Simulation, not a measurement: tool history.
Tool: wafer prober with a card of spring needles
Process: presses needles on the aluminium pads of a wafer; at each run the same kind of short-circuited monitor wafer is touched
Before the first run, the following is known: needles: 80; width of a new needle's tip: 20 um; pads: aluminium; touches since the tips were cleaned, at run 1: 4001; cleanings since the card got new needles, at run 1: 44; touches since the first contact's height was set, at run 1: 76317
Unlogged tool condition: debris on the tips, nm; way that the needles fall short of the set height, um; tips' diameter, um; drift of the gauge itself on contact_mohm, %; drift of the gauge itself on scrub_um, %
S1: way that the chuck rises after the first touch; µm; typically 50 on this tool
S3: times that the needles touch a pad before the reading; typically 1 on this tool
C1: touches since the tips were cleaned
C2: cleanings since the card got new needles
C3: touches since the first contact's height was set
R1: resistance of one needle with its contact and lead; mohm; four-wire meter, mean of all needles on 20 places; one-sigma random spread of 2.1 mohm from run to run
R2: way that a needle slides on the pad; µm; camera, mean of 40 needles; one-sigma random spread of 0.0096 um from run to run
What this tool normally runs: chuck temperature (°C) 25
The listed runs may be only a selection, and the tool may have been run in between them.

run 1 day=0 | S1=50 chuck_temperature_(°C)=25 S3=1 | C1=4001 C2=44 C3=76317 | R1=574 R2=11.261
-- day=1.146 tips cleaned on abrasive film
run 2 day=1.571 | S1=50 chuck_temperature_(°C)=25 S3=1 | C1=1719 C2=45 C3=82658 | R1=431 R2=11.26
-- day=3.171 tips cleaned on abrasive film
run 3 day=3.171 | S1=59 chuck_temperature_(°C)=25 S3=1 | C1=0 C2=46 C3=89124 | R1=255 R2=13.285
-- day=5.229 tips cleaned on abrasive film
run 4 day=5.4 | S1=59 chuck_temperature_(°C)=39 S3=1 | C1=692 C2=47 C3=98147 | R1=337 R2=13.272
-- day=7.333 tips cleaned on abrasive film
run 5 day=7.333 | S1=50 chuck_temperature_(°C)=56 S3=1 | C1=0 C2=48 C3=105959 | R1=295 R2=11.216
-- day=7.854 height of the first contact set anew
-- day=9.271 tips cleaned on abrasive film
run 6 day=9.95 | S1=50 chuck_temperature_(°C)=56 S3=1 | C1=2762 C2=49 C3=8485 | R1=504 R2=11.346
-- day=11.229 tips cleaned on abrasive film
run 7 day=11.229 | S1=50 chuck_temperature_(°C)=56 S3=1 | C1=0 C2=50 C3=13644 | R1=264 R2=11.342
-- day=13.196 tips cleaned on abrasive film
run 8 day=13.479 | S1=50 chuck_temperature_(°C)=56 S3=1 | C1=1148 C2=51 C3=22747 | R1=403 R2=11.348
-- day=15.279 tips cleaned on abrasive film
run 9 day=16.154 | S1=50 chuck_temperature_(°C)=56 S3=1 | C1=3550 C2=52 C3=33569 | R1=547 R2=11.325
-- day=17.333 tips cleaned on abrasive film
run 10 day=18.992 | S1=33 chuck_temperature_(°C)=25 S3=3 | C1=6718 C2=53 C3=45055 | R1=569 R2=7.429

Run 11 has not been measured yet. What should we expect?
-- day=19.367 tips cleaned on abrasive film
-- day=21.262 tips cleaned on abrasive film
run 11 day=21.933 | S1=30 chuck_temperature_(°C)=30 S3=1 | C1=2716 C2=55 C3=56936 | R1=? R2=?

{"run 11": {"R1": 1017, "R2": 6.74}}
Without the tool's hidden state the same run would have given R1 248 mohm, R2 6.835 µm.

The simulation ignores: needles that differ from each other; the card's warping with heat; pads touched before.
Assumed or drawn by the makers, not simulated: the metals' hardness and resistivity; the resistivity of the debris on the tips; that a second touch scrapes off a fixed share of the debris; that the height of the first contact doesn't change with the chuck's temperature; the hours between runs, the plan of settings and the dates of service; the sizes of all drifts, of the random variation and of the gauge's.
